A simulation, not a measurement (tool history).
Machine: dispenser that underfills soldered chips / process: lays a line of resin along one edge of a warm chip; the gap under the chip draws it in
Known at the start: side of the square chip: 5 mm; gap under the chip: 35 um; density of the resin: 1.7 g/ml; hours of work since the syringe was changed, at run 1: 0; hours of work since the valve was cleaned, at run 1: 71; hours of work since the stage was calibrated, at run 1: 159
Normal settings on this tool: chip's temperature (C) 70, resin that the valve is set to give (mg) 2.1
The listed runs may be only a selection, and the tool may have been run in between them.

run  hour  chip's temperature (C)  resin that the valve is set to give (mg)  hours of work since the syringe was changed  hours of work since the valve was cleaned  hours of work since the stage was calibrated  time until the resin shows at the far edge (s)  resin that the valve gave (mg)
  1     0                      70                                       2.1                                            0                                         71                                           159                                            29.5                            1.98
  2   3.2                      70                                       2.1                                            3                                         73                                           162                                            35.8                            2.01
  3   6.8                      70                                       2.1                                            5                                         76                                           165                                            41.5                            2.02
     10.3  -- new syringe of resin
  4  11.1                      59                                       2.1                                            1                                         79                                           168                                            55.4                               2
  5  13.6                      59                                       2.1                                            3                                         81                                           170                                            61.3                            1.99
  6  18.6                      70                                       2.1                                            7                                         85                                           174                                            44.6                            1.96
     20.3  -- new syringe of resin
  7  22.8                      70                                       2.1                                            2                                         88                                           177                                            33.4                            1.99
  8  28.6                      61                                       2.1                                            7                                         93                                           182                                            68.4                            1.97
     30.5  -- new syringe of resin
  9  31.7                      75                                      2.62                                            1                                         95                                           184                                            24.8                            2.46
 10  35.6                      75                                      2.62                                            4                                         98                                           187                                            28.6                            2.48
 11    39                      78                                      2.62                                            7                                        101                                           190                                            29.2                            2.48

Forecast each of these 4 alternatives for the next run:
     40.9  -- new syringe of resin
  A  42.8                      59                                      2.29                                            2                                        104                                           192                                               ?                               ?
     40.9  -- new syringe of resin
  B  42.8                      82                                      2.62                                            2                                        104                                           192                                               ?                               ?
     40.9  -- new syringe of resin
  C  42.8                      68                                      2.62                                            2                                        104                                           192                                               ?                               ?
     40.9  -- new syringe of resin
  D  42.8                      69                                         2                                            2                                        104                                           192                                               ?                               ?

run  time until the resin shows at the far edge (s)  resin that the valve gave (mg)
  A                                            56.9                            2.12
  B                                            18.4                            2.47
  C                                            35.1                            2.44
  D                                            35.5                            1.89
With the hidden condition removed and each run's random variation left untouched, the same runs would have given:
run  time until the resin shows at the far edge (s)  resin that the valve gave (mg)
  A                                            48.4                            2.27
  B                                            15.9                            2.64
  C                                            30.1                            2.61
  D                                            30.1                            2.02
